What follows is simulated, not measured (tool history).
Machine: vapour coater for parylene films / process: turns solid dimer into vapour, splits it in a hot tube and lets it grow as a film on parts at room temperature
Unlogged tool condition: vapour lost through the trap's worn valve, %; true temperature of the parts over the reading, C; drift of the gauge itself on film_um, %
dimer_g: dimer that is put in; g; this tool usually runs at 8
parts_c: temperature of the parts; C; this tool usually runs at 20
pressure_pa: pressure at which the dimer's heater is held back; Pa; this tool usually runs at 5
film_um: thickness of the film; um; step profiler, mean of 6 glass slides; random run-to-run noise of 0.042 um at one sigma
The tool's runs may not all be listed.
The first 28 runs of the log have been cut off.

| run | day | dimer_g | parts_c | pressure_pa | hours of work since the trap's valve was overhauled | hours of work since the table's thermometer was calibrated | film_um |
|---|---|---|---|---|---|---|---|
| 29 | 36.146 | 10 | 24 | 4.15 | 316 | 690 | 4.87 |
| 30 | 37.588 | 11 | 20 | 5.49 | 339 | 713 | 5.87 |
| 31 | 38.646 | 3 | 13 | 11.99 | 356 | 731 | 1.78 |
| 32 | 39.396 | 7 | 26 | 6.72 | 368 | 743 | 2.9 |
| 33 | 40.288 | 10 | 16 | 3.05 | 383 | 757 | 6.72 |
| 34 | 41.675 | 10 | 16 | 3.05 | 406 | 780 | 6.72 |
| 35 | 43.521 | 12 | 16 | 3.05 | 436 | 810 | 7.97 |
| 36 | 45.021 | 12 | 16 | 3.05 | 460 | 834 | 7.92 |
| 37 | 46.046 | 6 | 20 | 4.68 | 477 | 851 | 3.23 |
| 38 | 47.125 | 11 | 15 | 4.68 | 494 | 869 | 6.88 |
| 39 | 48.267 | 8 | 20 | 8.93 | 513 | 887 | 3.81 |
| 40 | 49.462 | 8 | 20 | 8.93 | 532 | 907 | 3.71 |
|  | 50.454 | trap's valve overhauled |
| 41 | 50.458 | 14 | 14 | 8.93 | 0 | 920 | 9.46 |
| 42 | 51.217 | 9 | 25 | 6.21 | 12 | 932 | 4.37 |

Predict each of these 5 candidate next runs independently; none follows another, all start after run 42:
| A | 52.679 | 5 | 15 | 2.09 | 36 | 956 | ? |
| B | 52.679 | 11 | 24 | 5 | 36 | 956 | ? |
| C | 52.679 | 6 | 25 | 5.82 | 36 | 956 | ? |
| D | 52.679 | 6 | 18 | 5 | 36 | 956 | ? |
| E | 52.679 | 8 | 21 | 5 | 36 | 956 | ? |

| run | film_um |
|---|---|
| A | 4.09 |
| B | 5.7 |
| C | 2.94 |
| D | 3.87 |
| E | 4.65 |
What these runs would have given with no unlogged condition in the tool:
| run | film_um |
|---|---|
| A | 4.01 |
| B | 5.58 |
| C | 2.88 |
| D | 3.79 |
| E | 4.55 |
